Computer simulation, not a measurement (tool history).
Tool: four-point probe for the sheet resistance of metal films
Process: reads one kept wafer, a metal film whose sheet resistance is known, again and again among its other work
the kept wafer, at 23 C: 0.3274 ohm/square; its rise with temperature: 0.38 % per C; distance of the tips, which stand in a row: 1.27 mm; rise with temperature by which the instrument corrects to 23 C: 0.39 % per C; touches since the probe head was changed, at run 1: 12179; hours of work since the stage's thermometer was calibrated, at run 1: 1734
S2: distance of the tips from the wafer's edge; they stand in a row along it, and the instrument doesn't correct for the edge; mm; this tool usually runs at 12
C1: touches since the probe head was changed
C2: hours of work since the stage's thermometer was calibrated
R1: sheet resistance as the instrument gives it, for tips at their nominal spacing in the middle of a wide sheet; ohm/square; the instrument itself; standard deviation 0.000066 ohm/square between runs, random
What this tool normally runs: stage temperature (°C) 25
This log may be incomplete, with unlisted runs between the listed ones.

{"run": 1, "day": 0.0, "stage temperature (°C)": 25, "S2": 12, "C1": 12179, "C2": 1734, "R1": 0.329194}
{"run": 2, "day": 2.742, "stage temperature (°C)": 24, "S2": 12, "C1": 16169, "C2": 1784, "R1": 0.329179}
{"run": 3, "day": 5.425, "stage temperature (°C)": 24, "S2": 12, "C1": 20071, "C2": 1832, "R1": 0.329276}
{"run": 4, "day": 7.633, "stage temperature (°C)": 24, "S2": 12, "C1": 23288, "C2": 1871, "R1": 0.329186}
{"run": 5, "day": 10.642, "stage temperature (°C)": 24, "S2": 12, "C1": 27661, "C2": 1925, "R1": 0.329137}
{"run": 6, "day": 12.117, "stage temperature (°C)": 24, "S2": 12, "C1": 29809, "C2": 1952, "R1": 0.329216}
{"run": 7, "day": 13.6, "stage temperature (°C)": 24, "S2": 12, "C1": 31970, "C2": 1978, "R1": 0.329172}
{"run": 8, "day": 14.908, "stage temperature (°C)": 24, "S2": 12, "C1": 33872, "C2": 2002, "R1": 0.329268}
{"run": 9, "day": 17.567, "stage temperature (°C)": 25, "S2": 47, "C1": 37738, "C2": 2050, "R1": 0.327391}
{"run": 10, "day": 19.75, "stage temperature (°C)": 21, "S2": 12, "C1": 40916, "C2": 2089, "R1": 0.32936}
{"run": 11, "day": 21.946, "stage temperature (°C)": 21, "S2": 12, "C1": 44112, "C2": 2128, "R1": 0.329326}
{"run": 12, "day": 24.696, "stage temperature (°C)": 25, "S2": 12, "C1": 48112, "C2": 2178, "R1": 0.329251}
{"run": 13, "day": 26.5, "stage temperature (°C)": 25, "S2": 12, "C1": 50737, "C2": 2210, "R1": 0.329284}
{"run": 14, "day": 27.992, "stage temperature (°C)": 25, "S2": 12, "C1": 52913, "C2": 2237, "R1": 0.329303}
{"run": 15, "day": 29.429, "stage temperature (°C)": 25, "S2": 12, "C1": 55001, "C2": 2262, "R1": 0.329239}
{"run": 16, "day": 31.792, "stage temperature (°C)": 19, "S2": 9, "C1": 58442, "C2": 2305, "R1": 0.330848}
{"run": 17, "day": 33.317, "stage temperature (°C)": 27, "S2": 28, "C1": 60658, "C2": 2332, "R1": 0.327544}
{"run": 18, "day": 35.504, "stage temperature (°C)": 27, "S2": 8, "C1": 63841, "C2": 2371, "R1": 0.33161}
{"run": 19, "day": 37.967, "stage temperature (°C)": 25, "S2": 23, "C1": 67424, "C2": 2416, "R1": 0.327776}
{"run": 20, "day": 39.392, "stage temperature (°C)": 26, "S2": 9, "C1": 69498, "C2": 2441, "R1": 0.330748}
{"run": 21, "day": 41.95, "stage temperature (°C)": 26, "S2": 9, "C1": 73222, "C2": 2487, "R1": 0.330748}
{"run": 22, "day": 43.754, "stage temperature (°C)": 26, "S2": 9, "C1": 75843, "C2": 2519, "R1": 0.330716}
{"run": 23, "day": 45.538, "stage temperature (°C)": 25, "S2": 20, "C1": 78442, "C2": 2552, "R1": 0.328069}
{"run": 24, "day": 48.521, "stage temperature (°C)": 20, "S2": 10, "C1": 82780, "C2": 2605, "R1": 0.330319}

Run 25 is up next; what results do you expect?
{"run": 25, "day": 50.446, "stage temperature (°C)": 23, "S2": 10, "C1": 85582, "C2": 2640, "R1": "?"}

{"run 25": {"R1": 0.330142}}
Were there no unlogged condition in the tool, this run, its random variation unchanged, would have produced R1 0.330244 ohm/square.
